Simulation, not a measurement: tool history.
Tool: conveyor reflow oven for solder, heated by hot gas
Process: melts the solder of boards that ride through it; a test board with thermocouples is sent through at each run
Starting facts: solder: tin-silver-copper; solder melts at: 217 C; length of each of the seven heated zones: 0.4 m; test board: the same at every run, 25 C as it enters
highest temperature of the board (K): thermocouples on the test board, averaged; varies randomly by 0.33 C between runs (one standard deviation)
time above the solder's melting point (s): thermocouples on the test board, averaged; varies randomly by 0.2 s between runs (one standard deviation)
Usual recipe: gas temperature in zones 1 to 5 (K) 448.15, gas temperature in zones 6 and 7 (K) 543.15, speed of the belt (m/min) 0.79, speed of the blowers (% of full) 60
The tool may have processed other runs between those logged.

run   hour  gas temperature in zones 1 to 5 (K)  gas temperature in zones 6 and 7 (K)  speed of the belt (m/min)  speed of the blowers (% of full)  highest temperature of the board (K)  time above the solder's melting point (s)
  1      0                               448.15                                543.15                       0.79                                60                                530.05                                       49.5
  2   16.9                               448.15                                543.15                       0.79                                60                                530.25                                       49.4
  3   24.8                               448.15                                543.15                       0.79                                60                                529.95                                       48.7
  4   40.7                               448.15                                543.15                       0.79                                60                                529.75                                       49.1
  5   56.4                               448.15                                543.15                       0.79                                60                                530.25                                       49.2
  6     67                               448.15                                543.15                       0.79                                60                                529.25                                         49
  7   77.7                               448.15                                543.15                       0.79                                60                                529.45                                         49
  8   94.3                               448.15                                543.15                       0.79                                60                                529.05                                       49.4
  9  103.7                               455.15                                543.15                       0.79                                60                                530.55                                       51.8
 10  120.3                               455.15                                543.15                       0.79                                60                                530.35                                       51.6
 11    136                               448.15                                543.15                       0.79                                60                                529.45                                       48.8
 12  145.2                               448.15                                543.15                       0.79                                60                                529.05                                       48.6
 13  157.2                               448.15                                543.15                       0.79                                60                                529.65                                         49
 14  172.5                               448.15                                543.15                       0.79                                60                                529.25                                       48.7
 15  189.3                               448.15                                543.15                       0.79                                60                                529.25                                       48.6
 16  200.8                               448.15                                543.15                       0.79                                60                                529.15                                       48.7

Run 17 has not been measured yet. What should we expect?
 17  214.7                               448.15                                543.15                      0.701                                60                                     ?                                          ?

{"run 17": {"highest temperature of the board (K)": 531.95, "time above the solder's melting point (s)": 57}}
Had the tool carried no hidden state, the very same run would have given highest temperature of the board (K) 534.65, time above the solder's melting point (s) 58.1.

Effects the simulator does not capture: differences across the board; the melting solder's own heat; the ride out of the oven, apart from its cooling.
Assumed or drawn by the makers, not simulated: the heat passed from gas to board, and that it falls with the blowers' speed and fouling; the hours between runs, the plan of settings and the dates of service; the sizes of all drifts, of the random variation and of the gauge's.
